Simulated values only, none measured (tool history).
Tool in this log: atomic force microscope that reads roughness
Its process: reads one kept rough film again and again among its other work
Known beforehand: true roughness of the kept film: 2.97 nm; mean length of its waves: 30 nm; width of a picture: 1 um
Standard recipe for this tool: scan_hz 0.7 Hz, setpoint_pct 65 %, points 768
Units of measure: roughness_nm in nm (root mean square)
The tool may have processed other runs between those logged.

Run 1, hour 0: usual settings. Result: roughness_nm 2.358 nm (root mean square).
Run 2, hour 7.1: usual settings. Result: roughness_nm 2.362 nm (root mean square).
Run 3, hour 14.1: usual settings. Result: roughness_nm 2.345 nm (root mean square).
Run 4, hour 19.8: usual settings but points 795. Result: roughness_nm 2.335 nm (root mean square).
Run 5, hour 28.1: usual settings but setpoint_pct 77 %. Result: roughness_nm 2.3 nm (root mean square).
Run 6, hour 33: usual settings but setpoint_pct 77 %. Result: roughness_nm 2.291 nm (root mean square).
Run 7, hour 42.6: usual settings. Result: roughness_nm 2.318 nm (root mean square).
Run 8, hour 50: usual settings. Result: roughness_nm 2.296 nm (root mean square).
Run 9, hour 54.4: usual settings. Result: roughness_nm 2.311 nm (root mean square).
Run 10, hour 62.7: usual settings but setpoint_pct 69 %. Result: roughness_nm 2.298 nm (root mean square).
Run 11, hour 70.6: usual settings but setpoint_pct 69 %. Result: roughness_nm 2.27 nm (root mean square).
Run 12, hour 76.1: usual settings but setpoint_pct 69 %. Result: roughness_nm 2.26 nm (root mean square).
Run 13, hour 82: usual settings but setpoint_pct 69 %. Result: roughness_nm 2.248 nm (root mean square).
Run 14, hour 88.2: usual settings but setpoint_pct 69 %. Result: roughness_nm 2.255 nm (root mean square).
Run 15, hour 98.4: usual settings but setpoint_pct 69 %. Result: roughness_nm 2.244 nm (root mean square).
At hour 101.5: new tip fitted.
Run 16, hour 105: usual settings but scan_hz 2.722 Hz. Result: roughness_nm 2.638 nm (root mean square).
Run 17, hour 110.1: usual settings but scan_hz 1.235 Hz. Result: roughness_nm 2.695 nm (root mean square).
Run 18, hour 115.8: usual settings but scan_hz 2.049 Hz. Result: roughness_nm 2.651 nm (root mean square).
Run 19, hour 122.1: usual settings but scan_hz 2.049 Hz. Result: roughness_nm 2.639 nm (root mean square).

For run 20, what comes out?
Run 20, hour 130.6: usual settings but setpoint_pct 89 %. Result: roughness_nm ?.

Run 20 yielded roughness_nm 2.602 nm (root mean square).
Without the tool's hidden state the same run would have given roughness_nm 2.658 nm (root mean square).

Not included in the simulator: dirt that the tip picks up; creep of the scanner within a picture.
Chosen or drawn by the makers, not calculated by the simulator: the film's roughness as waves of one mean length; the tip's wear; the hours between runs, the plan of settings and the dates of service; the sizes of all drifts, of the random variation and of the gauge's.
